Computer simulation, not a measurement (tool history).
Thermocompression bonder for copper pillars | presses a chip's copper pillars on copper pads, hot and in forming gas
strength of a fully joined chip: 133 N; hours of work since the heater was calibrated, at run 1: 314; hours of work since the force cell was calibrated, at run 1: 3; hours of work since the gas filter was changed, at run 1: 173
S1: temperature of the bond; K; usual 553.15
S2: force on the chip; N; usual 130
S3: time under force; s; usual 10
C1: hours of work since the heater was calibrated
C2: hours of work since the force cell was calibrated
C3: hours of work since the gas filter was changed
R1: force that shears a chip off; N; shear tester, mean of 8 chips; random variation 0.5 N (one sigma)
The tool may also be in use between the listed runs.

Run 1, hour 0: usual settings; C1 314; C2 3; C3 173. Result: R1 97.9 N.
Run 2, hour 18.5: usual settings; C1 323; C2 11; C3 181. Result: R1 98.4 N.
Run 3, hour 37.3: usual settings; C1 331; C2 20; C3 190. Result: R1 98.4 N.
Run 4, hour 53.4: usual settings but S1 558.15 K; C1 338; C2 27; C3 197. Result: R1 100.3 N.
Run 5, hour 62.1: usual settings but S2 87 N; C1 342; C2 31; C3 201. Result: R1 80.2 N.
Run 6, hour 81.6: usual settings but S2 142 N; C1 351; C2 39; C3 209. Result: R1 102.6 N.
Run 7, hour 92.8: usual settings but S2 142 N; C1 356; C2 44; C3 214. Result: R1 101.6 N.
Run 8, hour 111.5: usual settings but S1 579.15 K, S2 128 N; C1 364; C2 53; C3 223. Result: R1 110.5 N.
Run 9, hour 128.2: usual settings but S1 566.15 K, S2 172 N, S3 28 s; C1 371; C2 60; C3 230. Result: R1 129.4 N.
Run 10, hour 147.3: usual settings but S1 566.15 K, S2 172 N, S3 28 s; C1 380; C2 69; C3 239. Result: R1 128.7 N.
Run 11, hour 162.4: usual settings but S1 566.15 K, S2 172 N, S3 28 s; C1 387; C2 75; C3 245. Result: R1 130 N.
Run 12, hour 172.1: usual settings but S1 582.15 K, S2 117 N, S3 5 s; C1 391; C2 80; C3 250. Result: R1 93.8 N.
Run 13, hour 191.5: usual settings but S1 582.15 K, S2 117 N, S3 5 s; C1 400; C2 88; C3 258. Result: R1 93.7 N.

Forecast each of these 5 alternatives for the next run:
Run A, hour 208.6: usual settings but S1 529.15 K, S2 181 N; C1 407; C2 96; C3 266. Result: R1 ?.
Run B, hour 208.6: usual settings but S1 527.15 K, S3 6 s; C1 407; C2 96; C3 266. Result: R1 ?.
Run C, hour 208.6: usual settings but S1 554.15 K, S2 139 N, S3 7 s; C1 407; C2 96; C3 266. Result: R1 ?.
Run D, hour 208.6: usual settings but S1 552.15 K, S2 146 N, S3 15 s; C1 407; C2 96; C3 266. Result: R1 ?.
Run E, hour 208.6: usual settings but S1 578.15 K, S2 117 N, S3 15 s; C1 407; C2 96; C3 266. Result: R1 ?.

run     R1
  A   99.7
  B     71
  C   94.6
  D  113.4
  E    116
Without the tool's hidden state the same runs would have given:
run     R1
  A   97.8
  B   69.6
  C   92.8
  D  111.3
  E  113.9
